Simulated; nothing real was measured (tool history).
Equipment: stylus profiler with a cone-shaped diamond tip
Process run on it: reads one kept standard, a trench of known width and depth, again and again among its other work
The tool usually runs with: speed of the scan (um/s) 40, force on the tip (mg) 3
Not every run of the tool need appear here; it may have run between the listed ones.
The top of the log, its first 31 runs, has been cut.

run      day  speed of the scan (um/s)  force on the tip (mg)  depth of the trench (Å)  width of the trench's floor (µm)
 32   83.725                        11                   1.18                   5020.2                             27.31
 33   86.567                        10                   1.84                   5032.9                             27.36
 34    90.15                        20                   8.41                   5081.3                             27.35
 35     93.8                        20                   8.41                   5081.4                             27.31
 36   96.212                        16                   4.03                   5048.8                             27.27
 37   98.642                        16                   4.03                   5049.4                             27.33
 38  102.321                        43                   5.73                   5059.8                             27.22
 39  104.058                        43                   5.73                   5060.5                             27.23

Alternative continuations, all from the tool just after run 39; predict every row:
  A  106.862                        65                    2.1                        ?                                 ?
  B  106.862                        43                   1.31                        ?                                 ?
  C  106.862                        18                   6.44                        ?                                 ?

run  depth of the trench (Å)  width of the trench's floor (µm)
  A                   5031.4                              27.1
  B                   5024.6                             27.18
  C                   5066.2                             27.32
Had the tool no hidden state, the same runs would have come out as:
run  depth of the trench (Å)  width of the trench's floor (µm)
  A                   5031.4                             27.12
  B                   5024.5                              27.2
  C                   5066.1                             27.33
